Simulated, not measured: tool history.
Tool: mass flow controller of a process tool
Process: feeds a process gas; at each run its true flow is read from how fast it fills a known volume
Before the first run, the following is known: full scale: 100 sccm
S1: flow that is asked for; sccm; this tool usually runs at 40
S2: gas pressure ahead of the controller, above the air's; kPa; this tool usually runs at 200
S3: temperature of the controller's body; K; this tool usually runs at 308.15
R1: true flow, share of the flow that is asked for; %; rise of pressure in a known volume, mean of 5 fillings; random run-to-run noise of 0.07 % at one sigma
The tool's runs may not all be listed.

{"run": 1, "hour": 0.0, "S1": 40, "S2": 200, "S3": 308.15, "R1": 97.69}
{"run": 2, "hour": 60.4, "S1": 40, "S2": 200, "S3": 308.15, "R1": 97.68}
{"run": 3, "hour": 141.5, "S1": 40, "S2": 200, "S3": 308.15, "R1": 97.58}
{"run": 4, "hour": 247.8, "S1": 40, "S2": 217, "S3": 308.15, "R1": 97.44}
{"run": 5, "hour": 304.2, "S1": 40, "S2": 217, "S3": 308.15, "R1": 97.6}
{"run": 6, "hour": 357.1, "S1": 40, "S2": 200, "S3": 308.15, "R1": 97.44}
{"run": 7, "hour": 479.4, "S1": 11, "S2": 200, "S3": 308.15, "R1": 96.4}
{"run": 8, "hour": 532.9, "S1": 11, "S2": 200, "S3": 308.15, "R1": 96.41}
{"run": 9, "hour": 590.3, "S1": 11, "S2": 200, "S3": 308.15, "R1": 96.41}
{"run": 10, "hour": 718.7, "S1": 11, "S2": 200, "S3": 308.15, "R1": 96.28}
{"run": 11, "hour": 805.2, "S1": 11, "S2": 200, "S3": 308.15, "R1": 96.17}
{"run": 12, "hour": 899.8, "S1": 11, "S2": 200, "S3": 308.15, "R1": 96.19}
{"run": 13, "hour": 975.9, "S1": 20, "S2": 200, "S3": 308.15, "R1": 96.23}
{"run": 14, "hour": 1083.5, "S1": 20, "S2": 200, "S3": 308.15, "R1": 96.28}
{"run": 15, "hour": 1195.1, "S1": 40, "S2": 152, "S3": 308.15, "R1": 96.38}
{"run": 16, "hour": 1287.7, "S1": 26, "S2": 200, "S3": 308.15, "R1": 96.42}
{"run": 17, "hour": 1412.8, "S1": 26, "S2": 200, "S3": 308.15, "R1": 96.01}
{"run": 18, "hour": 1523.0, "S1": 40, "S2": 200, "S3": 308.15, "R1": 96.46}
{"run": 19, "hour": 1614.0, "S1": 40, "S2": 200, "S3": 308.15, "R1": 96.5}
{"run": 20, "hour": 1710.4, "S1": 40, "S2": 200, "S3": 308.15, "R1": 96.29}
{"run": 21, "hour": 1817.9, "S1": 40, "S2": 200, "S3": 308.15, "R1": 96.27}
{"run": 22, "hour": 1884.5, "S1": 20, "S2": 200, "S3": 308.15, "R1": 95.57}
{"run": 23, "hour": 1946.7, "S1": 20, "S2": 200, "S3": 308.15, "R1": 95.6}
{"run": 24, "hour": 2001.8, "S1": 20, "S2": 200, "S3": 308.15, "R1": 95.46}
{"run": 25, "hour": 2117.3, "S1": 92, "S2": 200, "S3": 308.15, "R1": 97.47}
{"run": 26, "hour": 2242.2, "S1": 40, "S2": 188, "S3": 302.15, "R1": 96.16}
{"run": 27, "hour": 2328.0, "S1": 40, "S2": 188, "S3": 305.15, "R1": 96.03}
{"run": 28, "hour": 2451.8, "S1": 76, "S2": 239, "S3": 293.15, "R1": 97.95}
{"run": 29, "hour": 2569.1, "S1": 76, "S2": 239, "S3": 293.15, "R1": 97.91}
{"run": 30, "hour": 2657.4, "S1": 23, "S2": 219, "S3": 296.15, "R1": 95.97}
{"run": 31, "hour": 2765.4, "S1": 60, "S2": 200, "S3": 308.15, "R1": 96.03}
{"run": 32, "hour": 2856.6, "S1": 60, "S2": 200, "S3": 308.15, "R1": 96.1}
{"run": 33, "hour": 2933.2, "S1": 60, "S2": 200, "S3": 308.15, "R1": 96.01}
{"run": 34, "hour": 3033.9, "S1": 10, "S2": 227, "S3": 308.15, "R1": 94.78}
{"run": 35, "hour": 3151.6, "S1": 43, "S2": 227, "S3": 308.15, "R1": 95.44}
{"run": 36, "hour": 3273.7, "S1": 43, "S2": 227, "S3": 308.15, "R1": 95.41}
{"run": 37, "hour": 3351.8, "S1": 40, "S2": 147, "S3": 308.15, "R1": 94.75}
{"run": 38, "hour": 3415.9, "S1": 40, "S2": 147, "S3": 308.15, "R1": 94.82}
{"run": 39, "hour": 3525.1, "S1": 39, "S2": 147, "S3": 310.15, "R1": 94.51}
{"run": 40, "hour": 3624.8, "S1": 39, "S2": 189, "S3": 301.15, "R1": 95.41}
{"run": 41, "hour": 3686.0, "S1": 39, "S2": 189, "S3": 299.15, "R1": 95.27}
{"hour": 3720.5, "done": "gauge calibrated"}
{"run": 42, "hour": 3768.9, "S1": 39, "S2": 189, "S3": 299.15, "R1": 98.19}
{"run": 43, "hour": 3883.4, "S1": 39, "S2": 189, "S3": 299.15, "R1": 98.09}
{"run": 44, "hour": 3988.3, "S1": 50, "S2": 225, "S3": 299.15, "R1": 98.44}
{"run": 45, "hour": 4065.9, "S1": 50, "S2": 214, "S3": 299.15, "R1": 98.25}
{"run": 46, "hour": 4159.1, "S1": 10, "S2": 214, "S3": 303.15, "R1": 96.81}
{"run": 47, "hour": 4288.6, "S1": 53, "S2": 200, "S3": 304.15, "R1": 97.91}

Below, some changes in R1 between adjacent runs. For each, the amount present without the hidden state too (settings, incoming material, random variation) and the amount remaining for the hidden state with gauge scatter not shared by both compared results:
The tool's hidden condition here consists of: flow at rest that the sensor doesn't see, % of full scale; true flow over the shown one, %; drift of the gauge itself on true_pct, %.
Run 24 -> 25: S1 20 -> 92. R1 +2.01 %: hidden state -0.13, all else +2.14.
Run 27 -> 28: S1 40 -> 76, S2 188 -> 239, S3 305.15 -> 293.15. R1 +1.92 %: hidden state -0.14, all else +2.06.
Run 29 -> 30: S1 76 -> 23, S2 239 -> 219, S3 293.15 -> 296.15. R1 -1.94 %: hidden state -0.03, all else -1.91.
Run 41 -> 42: gauge calibrated. R1 +2.92 %: hidden state +2.78, all else +0.14.
